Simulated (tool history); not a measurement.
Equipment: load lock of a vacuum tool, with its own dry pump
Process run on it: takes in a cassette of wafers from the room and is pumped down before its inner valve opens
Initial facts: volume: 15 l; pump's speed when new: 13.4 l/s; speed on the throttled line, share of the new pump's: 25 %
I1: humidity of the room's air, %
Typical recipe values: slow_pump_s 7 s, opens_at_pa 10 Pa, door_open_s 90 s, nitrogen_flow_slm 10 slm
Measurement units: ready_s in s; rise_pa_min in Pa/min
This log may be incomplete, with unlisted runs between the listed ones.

{"run": 1, "hour": 0.0, "slow_pump_s": 7, "opens_at_pa": 10, "door_open_s": 90, "nitrogen_flow_slm": 10, "I1": 46.1, "ready_s": 15.7, "rise_pa_min": 0.22}
{"run": 2, "hour": 191.2, "slow_pump_s": 7, "opens_at_pa": 10, "door_open_s": 90, "nitrogen_flow_slm": 10, "I1": 44.7, "ready_s": 16.2, "rise_pa_min": 0.224}
{"run": 3, "hour": 334.9, "slow_pump_s": 7, "opens_at_pa": 10, "door_open_s": 90, "nitrogen_flow_slm": 10, "I1": 43.0, "ready_s": 16.2, "rise_pa_min": 0.235}
{"run": 4, "hour": 496.6, "slow_pump_s": 7, "opens_at_pa": 10, "door_open_s": 90, "nitrogen_flow_slm": 10, "I1": 41.4, "ready_s": 16.0, "rise_pa_min": 0.239}
{"run": 5, "hour": 707.5, "slow_pump_s": 7, "opens_at_pa": 10, "door_open_s": 90, "nitrogen_flow_slm": 10, "I1": 48.2, "ready_s": 16.1, "rise_pa_min": 0.264}
{"run": 6, "hour": 861.5, "slow_pump_s": 7, "opens_at_pa": 10, "door_open_s": 90, "nitrogen_flow_slm": 10, "I1": 48.4, "ready_s": 16.0, "rise_pa_min": 0.272}
{"run": 7, "hour": 1046.1, "slow_pump_s": 7, "opens_at_pa": 10, "door_open_s": 33, "nitrogen_flow_slm": 10, "I1": 44.2, "ready_s": 15.8, "rise_pa_min": 0.245}
{"run": 8, "hour": 1246.6, "slow_pump_s": 7, "opens_at_pa": 10, "door_open_s": 33, "nitrogen_flow_slm": 10, "I1": 46.1, "ready_s": 16.6, "rise_pa_min": 0.26}
{"run": 9, "hour": 1390.3, "slow_pump_s": 7, "opens_at_pa": 10, "door_open_s": 90, "nitrogen_flow_slm": 28, "I1": 47.2, "ready_s": 16.1, "rise_pa_min": 0.272}
{"run": 10, "hour": 1643.4, "slow_pump_s": 7, "opens_at_pa": 15, "door_open_s": 90, "nitrogen_flow_slm": 10, "I1": 43.3, "ready_s": 16.0, "rise_pa_min": 0.31}
{"run": 11, "hour": 1771.2, "slow_pump_s": 7, "opens_at_pa": 15, "door_open_s": 90, "nitrogen_flow_slm": 10, "I1": 46.0, "ready_s": 15.6, "rise_pa_min": 0.327}
{"run": 12, "hour": 1949.6, "slow_pump_s": 4, "opens_at_pa": 9, "door_open_s": 103, "nitrogen_flow_slm": 36, "I1": 47.7, "ready_s": 13.6, "rise_pa_min": 0.304}
{"run": 13, "hour": 2095.8, "slow_pump_s": 14, "opens_at_pa": 8, "door_open_s": 90, "nitrogen_flow_slm": 13, "I1": 45.4, "ready_s": 21.6, "rise_pa_min": 0.346}
{"run": 14, "hour": 2357.8, "slow_pump_s": 6, "opens_at_pa": 10, "door_open_s": 90, "nitrogen_flow_slm": 8, "I1": 45.1, "ready_s": 15.6, "rise_pa_min": 0.379}
{"run": 15, "hour": 2594.4, "slow_pump_s": 6, "opens_at_pa": 10, "door_open_s": 90, "nitrogen_flow_slm": 8, "I1": 47.8, "ready_s": 15.7, "rise_pa_min": 0.406}
{"run": 16, "hour": 2847.6, "slow_pump_s": 13, "opens_at_pa": 10, "door_open_s": 90, "nitrogen_flow_slm": 19, "I1": 43.4, "ready_s": 20.7, "rise_pa_min": 0.394}
{"run": 17, "hour": 2975.1, "slow_pump_s": 13, "opens_at_pa": 10, "door_open_s": 62, "nitrogen_flow_slm": 19, "I1": 42.3, "ready_s": 20.8, "rise_pa_min": 0.391}
{"run": 18, "hour": 3152.4, "slow_pump_s": 5, "opens_at_pa": 10, "door_open_s": 62, "nitrogen_flow_slm": 15, "I1": 47.4, "ready_s": 15.0, "rise_pa_min": 0.406}
{"run": 19, "hour": 3278.6, "slow_pump_s": 5, "opens_at_pa": 10, "door_open_s": 62, "nitrogen_flow_slm": 15, "I1": 46.9, "ready_s": 15.4, "rise_pa_min": 0.424}

Branching from run 19: 3 alternative next runs. What would each branch give?
{"run": "A", "hour": 3535.7, "slow_pump_s": 5, "opens_at_pa": 10, "door_open_s": 90, "nitrogen_flow_slm": 10, "I1": 43.5, "ready_s": "?", "rise_pa_min": "?"}
{"run": "B", "hour": 3535.7, "slow_pump_s": 7, "opens_at_pa": 11, "door_open_s": 90, "nitrogen_flow_slm": 6, "I1": 44.7, "ready_s": "?", "rise_pa_min": "?"}
{"run": "C", "hour": 3535.7, "slow_pump_s": 4, "opens_at_pa": 10, "door_open_s": 58, "nitrogen_flow_slm": 9, "I1": 42.9, "ready_s": "?", "rise_pa_min": "?"}

run=A ready_s=15.1 rise_pa_min=0.478
run=B ready_s=16.4 rise_pa_min=0.497
run=C ready_s=14.1 rise_pa_min=0.446
Without the tool's hidden state the same runs would have given:
run=A ready_s=14.3 rise_pa_min=0.071
run=B ready_s=15.7 rise_pa_min=0.089
run=C ready_s=13.3 rise_pa_min=0.051
